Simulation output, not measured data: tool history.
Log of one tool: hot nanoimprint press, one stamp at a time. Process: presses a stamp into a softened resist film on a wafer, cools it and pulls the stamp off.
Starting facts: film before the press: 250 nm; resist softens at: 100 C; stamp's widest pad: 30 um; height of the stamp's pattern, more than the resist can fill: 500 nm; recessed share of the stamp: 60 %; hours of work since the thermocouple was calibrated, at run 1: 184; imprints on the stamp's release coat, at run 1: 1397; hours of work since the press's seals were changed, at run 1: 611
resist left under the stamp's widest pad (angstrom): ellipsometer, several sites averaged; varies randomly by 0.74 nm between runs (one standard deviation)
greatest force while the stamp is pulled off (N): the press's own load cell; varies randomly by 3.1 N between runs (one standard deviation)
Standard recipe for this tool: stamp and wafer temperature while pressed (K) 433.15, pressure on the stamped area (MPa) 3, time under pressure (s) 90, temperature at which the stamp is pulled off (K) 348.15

run   hour  stamp and wafer temperature while pressed (K)  pressure on the stamped area (MPa)  time under pressure (s)  temperature at which the stamp is pulled off (K)  hours of work since the thermocouple was calibrated  imprints on the stamp's release coat  hours of work since the press's seals were changed  resist left under the stamp's widest pad (angstrom)  greatest force while the stamp is pulled off (N)
  1      0                                         433.15                                   3                       90                                            348.15                                                  184                                  1397                                                 611                                                 1000                                               174
  2   30.6                                         433.15                                   3                      130                                            348.15                                                  205                                  1556                                                 632                                                  865                                               176
  3   62.1                                         433.15                                   3                      130                                            348.15                                                  227                                  1719                                                 654                                                  868                                               176
      88.1  -- stamp cleaned and given a new release coat
  4  140.9                                         433.15                                   3                      130                                            348.15                                                  276                                   274                                                 704                                                  869                                               150
     176.6  -- plate thermocouple calibrated
  5    184                                         433.15                                   3                      130                                            348.15                                                    5                                   482                                                 731                                                  891                                               159
  6  248.5                                         433.15                                   3                      130                                            348.15                                                   49                                   818                                                 775                                                  895                                               161
  7  299.7                                         433.15                                   3                       90                                            348.15                                                   84                                  1084                                                 810                                                 1031                                               171
  8  334.8                                         433.15                                   3                       90                                            348.15                                                  108                                  1266                                                 834                                                 1033                                               174
     367.5  -- plate thermocouple calibrated, once more
     400.8  -- press's hydraulic seals changed and the load cell set to zero
  9  416.9                                         433.15                                   3                       90                                            348.15                                                   28                                  1635                                                  11                                                  991                                               175
 10  448.6                                         433.15                                   3                       90                                            348.15                                                   50                                  1800                                                  33                                                  987                                               177
     458.8  -- stamp cleaned and given a new release coat
 11  489.7                                         445.15                                1.99                      135                                            353.15                                                   74                                   161                                                  57                                                  590                                               146
 12  526.5                                         445.15                                1.99                      135                                            353.15                                                   99                                   352                                                  82                                                  586                                               150
 13  557.6                                         432.15                                 3.5                      135                                            340.15                                                  121                                   513                                                 103                                                  832                                               167
 14  626.8                                         424.15                                4.71                      108                                            355.15                                                  168                                   873                                                 151                                                 1189                                               159
 15  686.3                                         424.15                                4.71                      108                                            355.15                                                  209                                  1182                                                 191                                                 1200                                               157
 16  721.4                                         435.15                                   3                       92                                            335.15                                                  233                                  1364                                                 215                                                  914                                               178
 17  755.3                                         435.15                                3.61                      129                                            344.15                                                  256                                  1540                                                 239                                                  726                                               179

Across each entry between runs, compare the hidden state at the last listed run before it with the hidden state at the first listed run after it:
Run 3 -> run 4: stamp cleaned and given a new release coat (hour 88.1)
  true temperature over the reading, C: -0.44 -> -0.52; pressure that arrives at the usual setting, %: 96.85 -> 96.64; grip of the stamp's worn release coat, % over a new coat's: 19.9 -> 3.1
  measured result minus the result with no hidden state, resist left under the stamp's widest pad (angstrom): +31 -> +34; greatest force while the stamp is pulled off (N): +30 -> +5
Run 4 -> run 5: plate thermocouple calibrated (hour 176.6)
  true temperature over the reading, C: -0.52 -> -0.77; pressure that arrives at the usual setting, %: 96.64 -> 96.51; grip of the stamp's worn release coat, % over a new coat's: 3.1 -> 5.5
  measured result minus the result with no hidden state, resist left under the stamp's widest pad (angstrom): +34 -> +46; greatest force while the stamp is pulled off (N): +5 -> +9
Run 8 -> run 9: plate thermocouple calibrated, once more (hour 367.5); press's hydraulic seals changed and the load cell set to zero (hour 400.8)
  true temperature over the reading, C: -0.92 -> -0.27; pressure that arrives at the usual setting, %: 96.07 -> 100.15; grip of the stamp's worn release coat, % over a new coat's: 14.6 -> 18.9
  measured result minus the result with no hidden state, resist left under the stamp's widest pad (angstrom): +61 -> +11; greatest force while the stamp is pulled off (N): +23 -> +28
Run 10 -> run 11: stamp cleaned and given a new release coat (hour 458.8)
  true temperature over the reading, C: -0.3 -> -0.34; pressure that arrives at the usual setting, %: 100.05 -> 99.94; grip of the stamp's worn release coat, % over a new coat's: 20.8 -> 1.8
  measured result minus the result with no hidden state, resist left under the stamp's widest pad (angstrom): +13 -> +9; greatest force while the stamp is pulled off (N): +31 -> +3

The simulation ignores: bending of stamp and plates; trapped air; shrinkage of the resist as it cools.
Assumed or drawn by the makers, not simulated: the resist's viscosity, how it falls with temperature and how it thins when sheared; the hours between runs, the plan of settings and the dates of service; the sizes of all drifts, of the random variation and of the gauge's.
